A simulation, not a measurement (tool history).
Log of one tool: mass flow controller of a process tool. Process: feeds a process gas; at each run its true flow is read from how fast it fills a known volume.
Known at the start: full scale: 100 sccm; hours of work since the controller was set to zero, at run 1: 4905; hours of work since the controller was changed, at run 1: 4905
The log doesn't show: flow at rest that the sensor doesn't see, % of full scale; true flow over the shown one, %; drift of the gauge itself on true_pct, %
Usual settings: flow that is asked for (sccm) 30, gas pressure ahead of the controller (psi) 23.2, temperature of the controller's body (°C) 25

| run | hour | flow that is asked for (sccm) | gas pressure ahead of the controller (psi) | temperature of the controller's body (°C) | hours of work since the controller was set to zero | hours of work since the controller was changed | true flow (%) |
|---|---|---|---|---|---|---|---|
| 1 | 0.0 | 30 | 23.2 | 25 | 4905 | 4905 | 99.15 |
| 2 | 33.0 | 30 | 23.2 | 25 | 4922 | 4922 | 99.24 |
| 3 | 104.1 | 30 | 22.0 | 25 | 4958 | 4958 | 99.30 |
| 4 | 168.1 | 81 | 23.2 | 25 | 4990 | 4990 | 99.11 |
| 5 | 203.6 | 52 | 23.2 | 25 | 5007 | 5007 | 98.95 |
| 6 | 258.4 | 30 | 28.7 | 25 | 5035 | 5035 | 98.94 |
| 7 | 306.9 | 30 | 23.2 | 25 | 5059 | 5059 | 99.00 |
| 8 | 368.4 | 30 | 23.2 | 25 | 5090 | 5090 | 99.13 |
| 9 | 444.5 | 30 | 23.2 | 25 | 5128 | 5128 | 99.17 |
| 10 | 490.0 | 30 | 23.2 | 30 | 5151 | 5151 | 98.57 |
|  | 496.5 | controller's zero set anew |
| 11 | 551.7 | 20 | 23.2 | 25 | 28 | 5182 | 101.39 |
| 12 | 598.5 | 30 | 23.2 | 34 | 51 | 5205 | 99.37 |
| 13 | 679.0 | 30 | 23.2 | 25 | 91 | 5245 | 100.31 |
|  | 683.0 | controller's zero set anew, once more |
| 14 | 752.5 | 30 | 23.2 | 25 | 35 | 5282 | 97.53 |
| 15 | 806.4 | 30 | 23.2 | 25 | 62 | 5309 | 97.65 |
| 16 | 863.1 | 53 | 26.5 | 36 | 90 | 5338 | 96.64 |
| 17 | 919.2 | 50 | 24.1 | 32 | 118 | 5366 | 97.31 |
| 18 | 971.7 | 67 | 32.9 | 25 | 145 | 5392 | 97.77 |
| 19 | 1009.4 | 67 | 32.9 | 25 | 164 | 5411 | 97.77 |
| 20 | 1048.0 | 67 | 32.9 | 25 | 183 | 5430 | 97.62 |
| 21 | 1082.4 | 23 | 37.7 | 31 | 200 | 5447 | 96.26 |
| 22 | 1163.3 | 22 | 30.6 | 25 | 241 | 5488 | 97.13 |
| 23 | 1228.7 | 30 | 23.5 | 29 | 274 | 5521 | 97.21 |
| 24 | 1271.2 | 24 | 26.5 | 28 | 295 | 5542 | 97.06 |
| 25 | 1329.9 | 24 | 26.5 | 28 | 324 | 5572 | 97.04 |
| 26 | 1377.8 | 49 | 35.2 | 36 | 348 | 5596 | 96.09 |
| 27 | 1458.8 | 87 | 26.1 | 22 | 389 | 5636 | 98.64 |
| 28 | 1533.1 | 36 | 23.5 | 20 | 426 | 5673 | 98.21 |
| 29 | 1601.8 | 36 | 23.5 | 20 | 461 | 5708 | 98.16 |
| 30 | 1647.1 | 64 | 23.5 | 36 | 483 | 5731 | 97.01 |

Forecast each of these 3 alternatives for the next run:
| A | 1685.4 | 64 | 23.5 | 30 | 502 | 5750 | ? |
| B | 1685.4 | 22 | 30.6 | 21 | 502 | 5750 | ? |
| C | 1685.4 | 72 | 23.5 | 26 | 502 | 5750 | ? |

| run | true flow (%) |
|---|---|
| A | 97.68 |
| B | 97.60 |
| C | 98.12 |
Without the tool's hidden state the same runs would have given:
| run | true flow (%) |
|---|---|
| A | 99.25 |
| B | 99.01 |
| C | 99.69 |
